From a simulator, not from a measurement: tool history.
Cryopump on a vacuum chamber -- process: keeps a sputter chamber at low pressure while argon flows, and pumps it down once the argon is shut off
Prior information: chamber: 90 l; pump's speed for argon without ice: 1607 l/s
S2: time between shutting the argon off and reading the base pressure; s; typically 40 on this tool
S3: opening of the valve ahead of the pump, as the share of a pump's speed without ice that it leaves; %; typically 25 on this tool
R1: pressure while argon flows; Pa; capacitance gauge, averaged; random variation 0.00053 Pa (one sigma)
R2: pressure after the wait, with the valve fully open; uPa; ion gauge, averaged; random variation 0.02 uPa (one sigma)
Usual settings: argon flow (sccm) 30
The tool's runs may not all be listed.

Run 1, hour 0: usual settings. Result: R1 0.1279 Pa, R2 1.72 uPa.
Run 2, hour 14: usual settings. Result: R1 0.128 Pa, R2 1.7 uPa.
Run 3, hour 31: usual settings. Result: R1 0.1273 Pa, R2 1.71 uPa.
Run 4, hour 49.5: usual settings. Result: R1 0.128 Pa, R2 1.72 uPa.
Run 5, hour 65.1: usual settings but S3 35 %. Result: R1 0.0919 Pa, R2 1.74 uPa.
Run 6, hour 82.1: usual settings but S3 35 %. Result: R1 0.0916 Pa, R2 1.72 uPa.
Run 7, hour 99.1: usual settings. Result: R1 0.1284 Pa, R2 1.74 uPa.
Run 8, hour 110.8: usual settings. Result: R1 0.1286 Pa, R2 1.74 uPa.
Run 9, hour 123: usual settings. Result: R1 0.1278 Pa, R2 1.72 uPa.
Run 10, hour 135.7: usual settings. Result: R1 0.1283 Pa, R2 1.7 uPa.
Run 11, hour 147.2: usual settings but S2 33 s. Result: R1 0.1284 Pa, R2 1.99 uPa.
Run 12, hour 164.3: usual settings but S2 33 s. Result: R1 0.1279 Pa, R2 1.97 uPa.
Run 13, hour 177.7: usual settings but argon flow (sccm) 21, S2 25 s, S3 28 %. Result: R1 0.0797 Pa, R2 2.56 uPa.
Run 14, hour 194.9: usual settings but S2 44 s. Result: R1 0.1291 Pa, R2 1.57 uPa.
Run 15, hour 210.8: usual settings but argon flow (sccm) 27, S3 21 %. Result: R1 0.1377 Pa, R2 1.7 uPa.
Run 16, hour 223.5: usual settings but S2 58 s, S3 33 %. Result: R1 0.0981 Pa, R2 1.33 uPa.
Run 17, hour 239: usual settings but S2 58 s, S3 33 %. Result: R1 0.0986 Pa, R2 1.31 uPa.
Run 18, hour 254.6: usual settings but argon flow (sccm) 20, S2 58 s, S3 45 %. Result: R1 0.0482 Pa, R2 1.34 uPa.
Run 19, hour 264: usual settings but argon flow (sccm) 12, S2 62 s, S3 30 %. Result: R1 0.0434 Pa, R2 1.26 uPa.
Run 20, hour 281.4: usual settings but argon flow (sccm) 12, S2 62 s, S3 30 %. Result: R1 0.0431 Pa, R2 1.26 uPa.

A few steps of R1 between consecutive runs. Split each: what settings, incoming material and random variation would produce without the hidden state, and what is left over for the hidden state, along with gauge scatter present in only one of the two compared results (measured, and without hidden state):
Hidden conditions of the tool in this case: pump's speed, % of a pump's without ice; cold plate's temperature, K; leak into the chamber, uPa l/s; drift of the gauge itself on working_pa, %; drift of the gauge itself on base_upa, %.
Run 13 -> 14: argon flow (sccm) 21 -> 30, S2 25 -> 44, S3 28 -> 25. R1 +0.0494 Pa: hidden state +0.0007, all else +0.0487.
Run 17 -> 18: argon flow (sccm) 30 -> 20, S3 33 -> 45. R1 -0.0504 Pa: hidden state -0.0007, all else -0.0497.
